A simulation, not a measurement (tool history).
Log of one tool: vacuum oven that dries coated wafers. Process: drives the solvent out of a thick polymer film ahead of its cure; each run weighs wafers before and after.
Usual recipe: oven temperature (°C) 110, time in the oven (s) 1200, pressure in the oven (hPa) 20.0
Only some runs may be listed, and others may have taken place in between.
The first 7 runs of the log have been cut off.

run	hour	oven temperature (°C)	time in the oven (s)	pressure in the oven (hPa)	solvent left in the film (%)
8	314.6	110	1200	19.3	3.23
# hour 367.6: oven's thermocouples calibrated
9	372.8	110	1200	19.3	3.20
10	432.9	110	1200	19.3	3.15
11	488.4	110	1200	19.3	3.18
12	553.1	110	1200	19.3	3.12
13	610.6	110	1200	19.3	3.11
14	647.7	110	1200	19.3	3.13
15	684.7	110	660	20.0	4.65
# hour 694.6: oven's thermocouples calibrated, once more
16	742.8	110	780	20.0	4.83
17	786.8	105	660	27.7	6.92
18	829.6	106	660	12.2	5.30
19	867.9	106	660	12.2	5.29
20	922.0	102	1200	59.4	10.20
21	954.5	101	1260	20.0	5.33
22	1012.1	101	1140	20.0	5.51
23	1065.7	101	1560	26.5	5.76
# hour 1111.4: vacuum gauge cleaned of residue and calibrated
24	1119.0	101	1560	26.5	5.36
25	1154.0	102	1560	12.9	3.35
26	1207.2	102	1560	12.9	3.32
27	1265.0	108	1020	18.0	3.95
28	1310.8	122	1020	64.4	5.41
29	1365.0	124	1200	23.9	1.99
30	1394.7	115	1200	53.4	5.75
31	1438.4	115	1200	53.4	5.74
32	1475.3	110	1080	20.0	3.62

5 ways to go on from here, each from the tool as it stands after run 32. What would each give?
A	1529.0	110	1020	20.0	?
B	1529.0	118	2040	33.2	?
C	1529.0	110	1140	20.0	?
D	1529.0	125	2100	20.0	?
E	1529.0	115	1080	20.0	?

run	solvent left in the film (%)
A	3.78
B	3.06
C	3.54
D	1.46
E	2.88
The same runs, with their run-to-run variation unchanged, on a tool lacking any hidden condition would have given:
run	solvent left in the film (%)
A	3.93
B	3.14
C	3.68
D	1.48
E	3.00
